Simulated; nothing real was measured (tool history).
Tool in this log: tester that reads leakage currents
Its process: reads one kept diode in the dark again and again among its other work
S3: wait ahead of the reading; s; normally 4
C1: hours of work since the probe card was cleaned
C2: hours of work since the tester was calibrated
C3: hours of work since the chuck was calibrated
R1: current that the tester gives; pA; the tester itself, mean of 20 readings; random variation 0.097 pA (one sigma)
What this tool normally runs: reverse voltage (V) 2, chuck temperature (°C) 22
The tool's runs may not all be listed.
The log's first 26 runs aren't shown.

Run 27, hour 1085.8: usual settings but reverse voltage (V) 4.31, chuck temperature (°C) 35, S3 2.19 s; C1 1834; C2 2007; C3 257. Result: R1 133.38 pA.
Run 28, hour 1135.9: usual settings but reverse voltage (V) 4.31, chuck temperature (°C) 35, S3 2.19 s; C1 1868; C2 2041; C3 290. Result: R1 133.9 pA.
Run 29, hour 1162.8: usual settings but reverse voltage (V) 4.31, chuck temperature (°C) 35, S3 0.76 s; C1 1886; C2 2059; C3 308. Result: R1 135.2 pA.
Run 30, hour 1214.6: usual settings but reverse voltage (V) 4.31, chuck temperature (°C) 35, S3 0.76 s; C1 1920; C2 2093; C3 343. Result: R1 135.91 pA.
Run 31, hour 1255.1: usual settings but reverse voltage (V) 12.95, chuck temperature (°C) 55, S3 6.24 s; C1 1947; C2 2120; C3 370. Result: R1 1068.91 pA.
Run 32, hour 1289: usual settings but reverse voltage (V) 1.01, S3 6.42 s; C1 1970; C2 2143; C3 392. Result: R1 21.22 pA.
Run 33, hour 1321.9: usual settings but reverse voltage (V) 1.01, S3 6.42 s; C1 1992; C2 2165; C3 414. Result: R1 21.21 pA.
Run 34, hour 1354.8: usual settings but reverse voltage (V) 1.01, S3 6.42 s; C1 2014; C2 2187; C3 436. Result: R1 21.48 pA.
Run 35, hour 1400: usual settings but reverse voltage (V) 2.34, S3 6.42 s; C1 2044; C2 2217; C3 466. Result: R1 35.76 pA.
Run 36, hour 1430.7: usual settings but reverse voltage (V) 7.48, S3 2.21 s; C1 2064; C2 2237; C3 487. Result: R1 72 pA.
Run 37, hour 1455.8: usual settings but reverse voltage (V) 6.2, chuck temperature (°C) 39; C1 2081; C2 2254; C3 503. Result: R1 230.85 pA.
Run 38, hour 1498.6: usual settings but reverse voltage (V) 6.2, chuck temperature (°C) 39; C1 2110; C2 2283; C3 532. Result: R1 231.65 pA.
Run 39, hour 1554.6: usual settings but reverse voltage (V) 11.56, chuck temperature (°C) 40, S3 0.65 s; C1 2147; C2 2320; C3 569. Result: R1 360.27 pA.
Run 40, hour 1583.8: usual settings but S3 0.97 s; C1 2167; C2 2339; C3 589. Result: R1 33.43 pA.

Expected results for the next run?
Run 41, hour 1633.7: usual settings but reverse voltage (V) 1.14, chuck temperature (°C) 46, S3 0.91 s; C1 2200; C2 2373; C3 622. Result: R1 ?.

{"run 41": {"R1": 149.23}}
Take away the tool's hidden state, keep the run-to-run variation as it was, and the same run would have given R1 135.37 pA.
